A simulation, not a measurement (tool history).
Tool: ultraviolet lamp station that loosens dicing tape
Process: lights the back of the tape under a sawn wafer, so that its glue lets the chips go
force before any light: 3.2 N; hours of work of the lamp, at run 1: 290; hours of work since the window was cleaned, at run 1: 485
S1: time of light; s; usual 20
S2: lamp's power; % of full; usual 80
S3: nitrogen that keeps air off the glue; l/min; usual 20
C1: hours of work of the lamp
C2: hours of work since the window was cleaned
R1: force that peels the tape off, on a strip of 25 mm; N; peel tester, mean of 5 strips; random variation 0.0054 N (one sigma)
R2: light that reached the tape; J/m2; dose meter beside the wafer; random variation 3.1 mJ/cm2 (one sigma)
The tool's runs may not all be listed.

run	hour	S1	S2	S3	C1	C2	R1	R2
1	0	20	80	20	290	485	0.097	4840
2	8.9	20	85	20	297	492	0.084	5140
3	18.2	20	63	20	304	499	0.137	3790
4	27	20	63	20	311	506	0.146	3750
5	37.2	15	80	20	318	513	0.171	3630
6	44.2	15	80	20	324	519	0.16	3620
7	52.7	15	80	20	330	525	0.162	3600
8	65.3	20	80	8	340	535	0.174	4850
9	74.4	20	80	8	347	542	0.164	4840
10	86	20	80	8	356	551	0.174	4800
11	96.7	20	80	8	364	559	0.181	4820
12	102.8	20	80	20	369	564	0.083	4770
13	113.5	20	65	20	377	572	0.132	3930
14	126.8	20	65	20	387	582	0.144	3890
15	133.5	20	65	20	392	587	0.142	3920
16	141.7	20	65	20	398	593	0.139	3980
17	148.7	20	65	20	404	599	0.144	3920
18	162.5	24	65	20	414	609	0.104	4720
19	170.4	20	64	20	420	615	0.136	3860
20	180.6	20	64	20	428	623	0.142	3870
21	191.8	20	64	20	437	632	0.138	3820

Forecast run 22:
# hour 194.7: window cleaned of glue's vapour
22	200.4	20	64	20	443	4	?	?

R1: 0.146 N
R2: 3880 J/m2
Without the tool's hidden state the same run would have given R1 0.146 N, R2 3880 J/m2.
